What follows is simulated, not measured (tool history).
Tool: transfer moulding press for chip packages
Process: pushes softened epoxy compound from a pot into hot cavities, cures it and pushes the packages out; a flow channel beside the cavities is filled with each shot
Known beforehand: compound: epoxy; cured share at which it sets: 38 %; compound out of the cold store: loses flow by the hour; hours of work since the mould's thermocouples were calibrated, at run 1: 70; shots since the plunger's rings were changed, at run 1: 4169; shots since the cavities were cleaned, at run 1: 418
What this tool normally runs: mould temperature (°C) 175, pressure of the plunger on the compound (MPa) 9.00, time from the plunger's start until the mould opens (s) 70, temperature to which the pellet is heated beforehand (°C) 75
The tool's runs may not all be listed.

| run | day | mould temperature (°C) | pressure of the plunger on the compound (MPa) | time from the plunger's start until the mould opens (s) | temperature to which the pellet is heated beforehand (°C) | hours of work since the mould's thermocouples were calibrated | shots since the plunger's rings were changed | shots since the cavities were cleaned | incoming compound's hours out of the cold store | length that the compound runs in the flow channel (mm) | greatest force on the pins that push the packages out (N) |
|---|---|---|---|---|---|---|---|---|---|---|---|
| 1 | 0.000 | 175 | 9.00 | 70 | 75 | 70 | 4169 | 418 | 10.4 | 737 | 917 |
| 2 | 0.225 | 175 | 9.00 | 108 | 75 | 74 | 4260 | 509 | 23.0 | 694 | 682 |
|  | 0.625 | cavities cleaned with cleaning compound and waxed |
| 3 | 0.679 | 175 | 9.00 | 70 | 75 | 79 | 4419 | 22 | 17.6 | 713 | 1085 |
| 4 | 1.075 | 175 | 9.00 | 70 | 75 | 85 | 4579 | 182 | 18.5 | 708 | 1079 |
| 5 | 1.262 | 175 | 9.00 | 70 | 74 | 88 | 4655 | 258 | 23.2 | 690 | 1102 |
| 6 | 1.604 | 175 | 9.00 | 70 | 77 | 93 | 4793 | 396 | 12.6 | 728 | 1127 |
| 7 | 1.825 | 175 | 9.00 | 70 | 77 | 97 | 4883 | 486 | 14.6 | 724 | 1173 |
| 8 | 2.042 | 175 | 9.00 | 70 | 77 | 100 | 4971 | 574 | 25.5 | 683 | 1113 |
|  | 2.267 | cavities cleaned with cleaning compound and waxed |
|  | 2.396 | plunger's sealing rings changed |
| 9 | 2.396 | 175 | 9.00 | 70 | 77 | 103 | 0 | 10 | 42.1 | 663 | 523 |
| 10 | 2.800 | 175 | 9.00 | 70 | 75 | 109 | 164 | 174 | 26.2 | 715 | 679 |
|  | 3.092 | cavities cleaned with cleaning compound and waxed, once more |
| 11 | 3.108 | 175 | 9.00 | 70 | 78 | 112 | 263 | 7 | 37.1 | 671 | 484 |
| 12 | 3.292 | 175 | 9.00 | 70 | 78 | 115 | 338 | 82 | 22.6 | 730 | 624 |
| 13 | 3.479 | 175 | 10.66 | 70 | 78 | 118 | 414 | 158 | 35.0 | 741 | 683 |
| 14 | 3.688 | 175 | 9.89 | 70 | 75 | 121 | 498 | 242 | 31.8 | 726 | 737 |
| 15 | 3.979 | 175 | 10.68 | 83 | 75 | 125 | 616 | 360 | 16.5 | 811 | 696 |
| 16 | 4.183 | 168 | 7.91 | 83 | 75 | 129 | 699 | 443 | 35.5 | 647 | 930 |
| 17 | 4.417 | 168 | 9.96 | 83 | 75 | 132 | 793 | 537 | 28.3 | 749 | 1007 |
|  | 4.717 | cavities cleaned with cleaning compound and waxed |
| 18 | 4.767 | 175 | 9.00 | 70 | 72 | 136 | 910 | 20 | 45.5 | 642 | 514 |
| 19 | 5.108 | 175 | 9.00 | 64 | 77 | 141 | 1048 | 158 | 43.4 | 649 | 757 |
| 20 | 5.342 | 175 | 9.00 | 64 | 77 | 145 | 1143 | 253 | 11.4 | 760 | 924 |
| 21 | 5.629 | 175 | 9.00 | 64 | 77 | 149 | 1259 | 369 | 11.6 | 755 | 1032 |
| 22 | 5.996 | 175 | 10.76 | 70 | 83 | 155 | 1408 | 518 | 12.1 | 824 | 947 |
|  | 6.350 | cavities cleaned with cleaning compound and waxed |
| 23 | 6.462 | 176 | 10.61 | 62 | 83 | 161 | 1572 | 46 | 46.2 | 687 | 595 |
| 24 | 6.671 | 176 | 10.61 | 62 | 83 | 164 | 1657 | 131 | 19.2 | 787 | 772 |
| 25 | 6.946 | 167 | 9.30 | 68 | 65 | 168 | 1768 | 242 | 12.8 | 784 | 1426 |
| 26 | 7.279 | 167 | 9.30 | 68 | 65 | 173 | 1904 | 378 | 13.3 | 775 | 1648 |
| 27 | 7.642 | 176 | 10.13 | 66 | 82 | 179 | 2049 | 523 | 10.0 | 800 | 960 |
|  | 8.000 | cavities cleaned with cleaning compound and waxed |
| 28 | 8.050 | 178 | 9.55 | 67 | 82 | 184 | 2191 | 22 | 14.0 | 759 | 515 |

What if the next run were any one of these 4? Each begins from the tool's condition after run 28:
| A | 8.271 | 178 | 10.34 | 56 | 81 | 187 | 2279 | 110 | 36.3 | ? | ? |
| B | 8.271 | 169 | 10.54 | 67 | 82 | 187 | 2279 | 110 | 11.1 | ? | ? |
| C | 8.271 | 172 | 7.23 | 67 | 71 | 187 | 2279 | 110 | 40.2 | ? | ? |
| D | 8.271 | 172 | 9.42 | 58 | 75 | 187 | 2279 | 110 | 30.7 | ? | ? |

| run | length that the compound runs in the flow channel (mm) | greatest force on the pins that push the packages out (N) |
|---|---|---|
| A | 707 | 803 |
| B | 830 | 1074 |
| C | 590 | 817 |
| D | 704 | 1129 |
Without the tool's hidden state the same runs would have given:
| run | length that the compound runs in the flow channel (mm) | greatest force on the pins that push the packages out (N) |
|---|---|---|
| A | 724 | 646 |
| B | 851 | 872 |
| C | 605 | 659 |
| D | 722 | 912 |

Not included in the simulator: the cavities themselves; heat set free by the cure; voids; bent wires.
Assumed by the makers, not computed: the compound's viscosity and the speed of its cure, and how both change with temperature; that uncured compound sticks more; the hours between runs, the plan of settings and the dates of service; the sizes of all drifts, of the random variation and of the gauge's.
